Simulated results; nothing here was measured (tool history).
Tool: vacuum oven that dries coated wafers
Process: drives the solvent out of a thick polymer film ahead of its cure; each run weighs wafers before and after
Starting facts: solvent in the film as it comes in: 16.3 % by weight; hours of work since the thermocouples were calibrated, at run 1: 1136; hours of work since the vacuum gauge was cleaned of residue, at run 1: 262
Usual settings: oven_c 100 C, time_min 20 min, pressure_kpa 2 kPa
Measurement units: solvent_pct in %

run    hour  oven_c  time_min  pressure_kpa  hours of work since the thermocouples were calibrated  hours of work since the vacuum gauge was cleaned of residue  solvent_pct
  1       0     100        20             2                                                   1136                                                          262         1.67
  2    26.1     100        20          1.62                                                   1151                                                          277         1.68
  3      47     100        20           2.4                                                   1162                                                          288         1.83
  4    66.9     100        20           2.4                                                   1174                                                          300         1.86
  5   105.2     100        20             2                                                   1195                                                          321         1.69
  6   136.1      87        20             2                                                   1212                                                          338         5.86
  7   152.9      87        20             2                                                   1222                                                          348         5.89
  8   173.5     100        20             2                                                   1233                                                          359         1.72
  9   194.7     100        20          1.91                                                   1245                                                          371         1.66
 10   212.3     100        29             2                                                   1255                                                          381            1
 11   230.5     100        20             2                                                   1265                                                          391         1.71
 12   267.4     100        20             2                                                   1286                                                          412         1.64
 13     286     100        20             2                                                   1297                                                          423         1.73
 14   303.2     100        20             2                                                   1306                                                          432         1.71
 15   320.9     100        20             2                                                   1316                                                          442          1.7
 16   345.2     100        20             2                                                   1330                                                          456         1.75
 17   367.1     100        20             2                                                   1342                                                          468         1.71
 18   386.5      90        20             2                                                   1353                                                          479         4.77
 19   418.1      90        20             2                                                   1371                                                          497          4.7
 20     449     100        12             2                                                   1388                                                          514         3.51
 21   483.7     100        12             2                                                   1408                                                          533         3.48
 22   499.5     100        12             2                                                   1416                                                          542         3.47
 23   525.8     100        12             2                                                   1431                                                          557         3.54
 24   550.1     100        12             2                                                   1445                                                          571         3.52
 25   582.3     110        12          1.43                                                   1463                                                          589         0.92
 26   598.8     110        12          1.43                                                   1472                                                          598         0.99
 27   623.6     100        20          2.61                                                   1486                                                          612         1.89
 28     656     100        20          6.54                                                   1504                                                          630         3.08
 29   683.3     100        20          6.54                                                   1520                                                          645         3.05
        717  -- oven's thermocouples calibrated
 30     717     100        16             2                                                      0                                                          663         2.36
 31   732.8     100        16          1.75                                                      9                                                          672         2.25
 32   761.1     100        16          1.75                                                     25                                                          688          2.3
 33     795     100        16          1.75                                                     44                                                          707         2.33
 34   813.9     100        16          1.75                                                     54                                                          718         2.25
 35   852.3     107        27          6.08                                                     76                                                          739         1.58
 36   887.2     107        32             8                                                     96                                                          759         2.06
 37     917     104        35             2                                                    112                                                          776         0.61
 38   942.7     111        36          3.14                                                    127                                                          790         0.62
 39   980.8      91        16          4.54                                                    148                                                          811         6.05
 40   999.5      87        20          2.73                                                    159                                                          822         6.04
 41  1028.1     100        14          6.03                                                    175                                                          838         4.07
 42  1061.6     100        14          4.66                                                    193                                                          857         3.52
 43  1092.4      88        14          2.76                                                    211                                                          874         7.26
 44  1116.3      88        14          2.76                                                    224                                                          887         7.27
 45  1143.7     105        14          3.42                                                    239                                                          903         1.95
 46  1180.1     112        20          2.42                                                    260                                                          923         0.59
 47    1197     100        18          5.59                                                    269                                                          933         3.06
 48  1218.7     106        20          1.62                                                    282                                                          945         0.74

Predict each of these 3 candidate next runs independently; none follows another, all start after run 48:
  A  1236.2      96        14          6.92                                                    291                                                          955            ?
  B  1236.2     106        22          4.33                                                    291                                                          955            ?
  C  1236.2     106        29          1.62                                                    291                                                          955            ?

run  solvent_pct
  A         5.57
  B         1.33
  C         0.51
Take away the tool's hidden state, keep each run's random variation, and the runs would have read:
run  solvent_pct
  A         5.56
  B         1.33
  C         0.51

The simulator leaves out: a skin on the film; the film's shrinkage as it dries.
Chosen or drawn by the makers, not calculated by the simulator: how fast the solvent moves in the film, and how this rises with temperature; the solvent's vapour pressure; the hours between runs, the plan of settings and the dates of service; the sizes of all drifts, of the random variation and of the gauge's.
